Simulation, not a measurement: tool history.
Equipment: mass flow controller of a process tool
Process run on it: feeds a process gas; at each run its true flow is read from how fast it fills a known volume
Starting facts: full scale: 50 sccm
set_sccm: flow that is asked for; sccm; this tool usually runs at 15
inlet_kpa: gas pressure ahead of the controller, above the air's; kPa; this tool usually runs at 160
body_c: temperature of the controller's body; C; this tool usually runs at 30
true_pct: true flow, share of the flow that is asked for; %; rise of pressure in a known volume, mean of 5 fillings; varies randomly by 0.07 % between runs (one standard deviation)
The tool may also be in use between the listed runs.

run   hour  set_sccm  inlet_kpa  body_c  true_pct
  1    0.0        15        160      30     97.83
  2   67.1        15        160      23     98.49
  3  121.7        15        160      23     98.55
  4  166.9        15        160      23     98.43
  5  216.2        15        160      23     98.37
  6  252.5        15        168      23     98.25
  7  314.0        15        168      23     98.10
  8  352.2        15        168      23     97.97
  9  403.6        15        168      23     97.82
 10  471.7        12        168      23     97.71
 11  545.3        16        170      23     97.88
 12  598.2        15        260      21     97.46
 13  676.6        15        260      21     97.31
 14  722.6        35        246      26     97.87
 15  791.2        35        246      26     97.50
 16  874.5        11        146      26     96.79
 17  928.4         9        194      30     95.86
 18  996.9         9        194      30     95.98

Forecast each of these 5 alternatives for the next run:
  A  1073.5        23        148      30         ?
  B  1073.5        15        218      21         ?
  C  1073.5        15        272      30         ?
  D  1073.5         9        179      30         ?
  E  1073.5        42        194      28         ?

run  true_pct
  A     96.51
  B     96.81
  C     95.78
  D     95.73
  E     97.53
Take away the tool's hidden state, keep each run's random variation, and the runs would have read:
run  true_pct
  A     98.28
  B     98.59
  C     97.54
  D     97.49
  E     99.31
